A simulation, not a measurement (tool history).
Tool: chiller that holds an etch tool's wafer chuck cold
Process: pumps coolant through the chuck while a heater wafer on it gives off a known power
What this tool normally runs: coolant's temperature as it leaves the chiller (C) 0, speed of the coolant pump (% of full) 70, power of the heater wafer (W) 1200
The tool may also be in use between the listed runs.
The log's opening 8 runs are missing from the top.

run,hour,coolant's temperature as it leaves the chiller (C),speed of the coolant pump (% of full),power of the heater wafer (W),hours since the coolant was changed and the channels were flushed,hours since the pump was overhauled,hours since the chiller's thermometer was calibrated,chuck's temperature once it has settled (C),how much warmer the coolant comes back (C)
9,274.3,0,71,1200,266,655,3985,10.4,5.96
10,300.6,0,70,1200,292,681,4011,10.7,6.04
11,348.6,0,88,1200,340,729,4059,9,4.83
12,395.9,0,82,1200,387,776,4107,9.4,5.22
13,425.4,0,82,1200,417,806,4136,9.3,5.21
14,471.8,0,82,1200,463,852,4183,9.4,5.29
15,502.6,0,70,1200,494,883,4213,10.6,6.11
16,548.3,0,70,1200,540,929,4259,10.5,6.14
17,586.5,4,84,1200,578,967,4297,13.3,5.08
18,626.2,-6,73,1108,617,1006,4337,3.6,5.47
19,662.3,-6,73,1035,653,1043,4373,2.6,5.14
20,690.9,-6,73,1035,682,1071,4402,3.1,5.15
21,742.3,-6,73,1035,734,1123,4453,2.9,5.1
22,763.9,-6,73,1035,755,1144,4475,2.8,5.11
23,807.2,-2,61,1381,798,1187,4518,11.5,8.12
24,842.4,-2,61,1381,834,1223,4553,11.5,8.21
25,868.1,-2,85,1381,859,1248,4579,8.6,5.84
26,914.4,0,76,1195,906,1295,4625,10.1,5.73
27,954.6,4,60,680,946,1335,4665,10.7,4.16
28,993.1,0,70,801,984,1373,4704,7.1,4.27
29,1027.4,0,70,801,1019,1408,4738,7.2,4.23
30,1052.9,0,70,801,1044,1433,4764,7.1,4.28
31,1089.2,0,70,801,1080,1469,4800,7.1,4.2
32,1133.6,7,68,954,1125,1514,4844,15.6,5.19

Consider 4 possible next runs. They are alternatives, not a sequence: every one starts from the tool as it was left by run 32. What does each give?
A,1179.5,-6,67,1075,1171,1560,4890,?,?
B,1179.5,9,70,1200,1171,1560,4890,?,?
C,1179.5,-2,70,1339,1171,1560,4890,?,?
D,1179.5,2,66,1303,1171,1560,4890,?,?

run,chuck's temperature once it has settled (C),how much warmer the coolant comes back (C)
A,3.9,5.85
B,19.6,6.23
C,9.8,6.98
D,13.9,7.22
Stripped of hidden state, with their random variation kept, the same runs would have yielded:
run,chuck's temperature once it has settled (C),how much warmer the coolant comes back (C)
A,3.9,5.6
B,19.6,5.97
C,9.8,6.72
D,13.9,6.96
